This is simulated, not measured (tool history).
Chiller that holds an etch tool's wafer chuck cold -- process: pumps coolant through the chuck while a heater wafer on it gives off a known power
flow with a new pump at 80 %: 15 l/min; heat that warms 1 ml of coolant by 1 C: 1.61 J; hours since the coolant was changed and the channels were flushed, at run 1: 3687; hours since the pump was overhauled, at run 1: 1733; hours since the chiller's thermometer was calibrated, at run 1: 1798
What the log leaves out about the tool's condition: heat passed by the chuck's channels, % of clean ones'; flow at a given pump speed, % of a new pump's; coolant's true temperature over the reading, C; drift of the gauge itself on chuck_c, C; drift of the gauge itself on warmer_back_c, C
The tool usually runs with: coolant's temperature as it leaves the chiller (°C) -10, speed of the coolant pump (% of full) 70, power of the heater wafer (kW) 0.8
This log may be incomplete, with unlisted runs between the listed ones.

run    hour  coolant's temperature as it leaves the chiller (°C)  speed of the coolant pump (% of full)  power of the heater wafer (kW)  hours since the coolant was changed and the channels were flushed  hours since the pump was overhauled  hours since the chiller's thermometer was calibrated  chuck's temperature once it has settled (°C)  how much warmer the coolant comes back (C)
  1       0                                                  -10                                     70                             0.8                                                               3687                                 1733                                                  1798                                          -0.4                                        2.31
  2    23.9                                                  -10                                     70                             0.8                                                               3711                                 1757                                                  1822                                          -0.3                                         2.3
  3    64.4                                                   -5                                     70                             0.8                                                               3751                                 1798                                                  1862                                           4.6                                        2.22
  4   101.4                                                  -10                                     70                             0.8                                                               3788                                 1835                                                  1900                                          -0.4                                         2.2
  5     133                                                  -14                                     70                             0.8                                                               3820                                 1866                                                  1931                                          -4.3                                        2.19
  6   164.1                                                  -14                                     70                             0.8                                                               3851                                 1898                                                  1962                                          -4.4                                        2.18
  7   211.7                                                  -10                                     70                             0.8                                                               3899                                 1945                                                  2010                                          -0.3                                        2.13
  8   247.8                                                  -10                                     70                             0.8                                                               3935                                 1981                                                  2046                                          -0.3                                        2.19
  9   292.7                                                  -10                                     70                           0.684                                                               3980                                 2026                                                  2091                                          -1.9                                        1.82
 10   337.2                                                  -10                                     97                           0.684                                                               4024                                 2071                                                  2135                                          -3.3                                         1.3
 11   375.3                                                  -10                                     97                           0.684                                                               4062                                 2109                                                  2173                                          -3.2                                        1.27
 12   398.3                                                  -10                                     70                             0.8                                                               4085                                 2132                                                  2196                                          -0.4                                        2.08
 13   417.9                                                   -3                                     70                             0.8                                                               4105                                 2151                                                  2216                                           6.8                                         2.1
 14   444.3                                                   -3                                     70                             0.8                                                               4131                                 2178                                                  2242                                           6.6                                        2.07
 15   483.7                                                  -10                                     63                             0.8                                                               4171                                 2217                                                  2282                                           0.1                                        2.28
 16   516.8                                                  -10                                     67                             0.8                                                               4204                                 2250                                                  2315                                          -0.2                                        2.13
 17   547.5                                                  -10                                     67                             0.8                                                               4234                                 2281                                                  2346                                          -0.1                                        2.14
 18   580.9                                                   -5                                     84                           0.618                                                               4268                                 2314                                                  2379                                           1.7                                        1.27
 19     608                                                   -5                                     84                           0.618                                                               4295                                 2341                                                  2406                                           1.6                                         1.2
 20   647.8                                                   -4                                     72                           0.618                                                               4335                                 2381                                                  2446                                           3.1                                        1.47
 21   671.5                                                   -4                                     72                           0.618                                                               4358                                 2405                                                  2470                                           3.3                                         1.4
 22   714.6                                                  -16                                     70                           0.544                                                               4402                                 2448                                                  2513                                          -9.7                                        1.19
 23   736.5                                                  -10                                     96                            0.64                                                               4423                                 2470                                                  2535                                            -4                                        1.01
 24   767.2                                                  -10                                     96                            0.64                                                               4454                                 2501                                                  2565                                          -3.6                                        0.97
 25   806.9                                                  -10                                     96                            0.64                                                               4494                                 2540                                                  2605                                          -3.7                                        0.91
      835.5  -- gauge calibrated
 26   840.4                                                  -10                                     96                            0.64                                                               4527                                 2574                                                  2639                                          -3.8                                        1.31
 27   873.6                                                  -10                                     85                            0.64                                                               4560                                 2607                                                  2672                                          -3.3                                         1.5
 28     916                                                   -6                                     66                           0.496                                                               4603                                 2649                                                  2714                                           0.2                                        1.42
 29   948.4                                                   -6                                     66                           0.496                                                               4635                                 2682                                                  2746                                           0.1                                        1.46
 30   984.6                                                  -16                                     83                            0.63                                                               4671                                 2718                                                  2783                                          -9.3                                        1.37
 31  1024.7                                                  -16                                     83                            0.63                                                               4712                                 2758                                                  2823                                          -9.2                                        1.45

3 ways to go on from here, each from the tool as it stands after run 31. What would each give?
  A  1044.5                                                  -10                                     70                           1.199                                                               4731                                 2778                                                  2843                                             ?                                           ?
  B  1044.5                                                  -17                                     90                            0.63                                                               4731                                 2778                                                  2843                                             ?                                           ?
  C  1044.5                                                  -10                                     75                             0.8                                                               4731                                 2778                                                  2843                                             ?                                           ?

run  chuck's temperature once it has settled (°C)  how much warmer the coolant comes back (C)
  A                                           4.3                                        3.27
  B                                         -10.4                                        1.31
  C                                          -0.8                                        2.04
Stripped of hidden state, with their random variation kept, the same runs would have yielded:
run  chuck's temperature once it has settled (°C)  how much warmer the coolant comes back (C)
  A                                           4.3                                        3.36
  B                                         -10.5                                         1.4
  C                                          -0.9                                        2.13

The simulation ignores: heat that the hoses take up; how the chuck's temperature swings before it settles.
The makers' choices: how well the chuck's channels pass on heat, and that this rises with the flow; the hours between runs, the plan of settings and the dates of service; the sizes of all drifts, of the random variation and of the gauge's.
